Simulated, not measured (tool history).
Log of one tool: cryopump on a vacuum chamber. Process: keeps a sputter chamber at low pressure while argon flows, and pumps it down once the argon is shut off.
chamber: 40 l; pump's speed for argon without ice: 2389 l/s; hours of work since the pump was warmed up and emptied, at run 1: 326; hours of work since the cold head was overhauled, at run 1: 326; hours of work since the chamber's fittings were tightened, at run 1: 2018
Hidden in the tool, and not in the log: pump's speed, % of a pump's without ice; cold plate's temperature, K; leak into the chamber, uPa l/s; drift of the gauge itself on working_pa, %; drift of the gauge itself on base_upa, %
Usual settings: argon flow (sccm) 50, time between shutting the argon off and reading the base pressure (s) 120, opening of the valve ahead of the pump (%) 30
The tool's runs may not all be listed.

| run | hour | argon flow (sccm) | time between shutting the argon off and reading the base pressure (s) | opening of the valve ahead of the pump (%) | hours of work since the pump was warmed up and emptied | hours of work since the cold head was overhauled | hours of work since the chamber's fittings were tightened | pressure while argon flows (Pa) | pressure after the wait (uPa) |
|---|---|---|---|---|---|---|---|---|---|
| 1 | 0.0 | 50 | 120 | 30 | 326 | 326 | 2018 | 0.1197 | 0.68 |
| 2 | 32.1 | 50 | 120 | 30 | 346 | 346 | 2038 | 0.1205 | 0.67 |
| 3 | 66.2 | 50 | 120 | 30 | 368 | 368 | 2060 | 0.1204 | 0.65 |
| 4 | 93.2 | 58 | 120 | 30 | 385 | 385 | 2077 | 0.1396 | 0.69 |
| 5 | 119.1 | 50 | 120 | 19 | 401 | 401 | 2093 | 0.1889 | 0.68 |
| 6 | 154.3 | 50 | 120 | 19 | 424 | 424 | 2116 | 0.1900 | 0.70 |
| 7 | 172.4 | 50 | 120 | 19 | 435 | 435 | 2127 | 0.1889 | 0.66 |
| 8 | 187.0 | 50 | 120 | 30 | 445 | 445 | 2137 | 0.1206 | 0.68 |
| 9 | 209.5 | 50 | 120 | 30 | 459 | 459 | 2151 | 0.1214 | 0.70 |
| 10 | 244.7 | 50 | 120 | 29 | 481 | 481 | 2173 | 0.1255 | 0.66 |
| 11 | 264.4 | 50 | 120 | 29 | 494 | 494 | 2186 | 0.1250 | 0.68 |
| 12 | 294.7 | 60 | 34 | 30 | 513 | 513 | 2205 | 0.1458 | 1.60 |
| 13 | 317.6 | 60 | 34 | 30 | 528 | 528 | 2220 | 0.1460 | 1.64 |
| 14 | 351.0 | 22 | 120 | 30 | 549 | 549 | 2241 | 0.0536 | 0.67 |
| 15 | 376.7 | 50 | 84 | 30 | 565 | 565 | 2257 | 0.1213 | 0.88 |
| 16 | 399.4 | 62 | 84 | 30 | 580 | 580 | 2272 | 0.1505 | 0.85 |
| 17 | 429.4 | 62 | 84 | 30 | 599 | 599 | 2291 | 0.1506 | 0.85 |
| 18 | 453.5 | 62 | 84 | 30 | 614 | 614 | 2306 | 0.1509 | 0.84 |
| 19 | 469.4 | 62 | 84 | 30 | 624 | 624 | 2316 | 0.1502 | 0.85 |
| 20 | 504.6 | 62 | 84 | 30 | 647 | 647 | 2339 | 0.1517 | 0.86 |

Some steps in pressure while argon flows (Pa) between neighbouring runs. How much of each would the tool show without its hidden state too (settings, what came in, random variation), and how much is left for the hidden state, with any gauge scatter that isn't in both results?
Run 7 -> 8: opening of the valve ahead of the pump (%) 19 -> 30. pressure while argon flows (Pa) -0.0683: hidden state +0.0001, all else -0.0684.
Run 13 -> 14: argon flow (sccm) 60 -> 22, time between shutting the argon off and reading the base pressure (s) 34 -> 120. pressure while argon flows (Pa) -0.0924: hidden state -0.0026, all else -0.0898.
Run 14 -> 15: argon flow (sccm) 22 -> 50, time between shutting the argon off and reading the base pressure (s) 120 -> 84. pressure while argon flows (Pa) +0.0677: hidden state +0.0021, all else +0.0656.
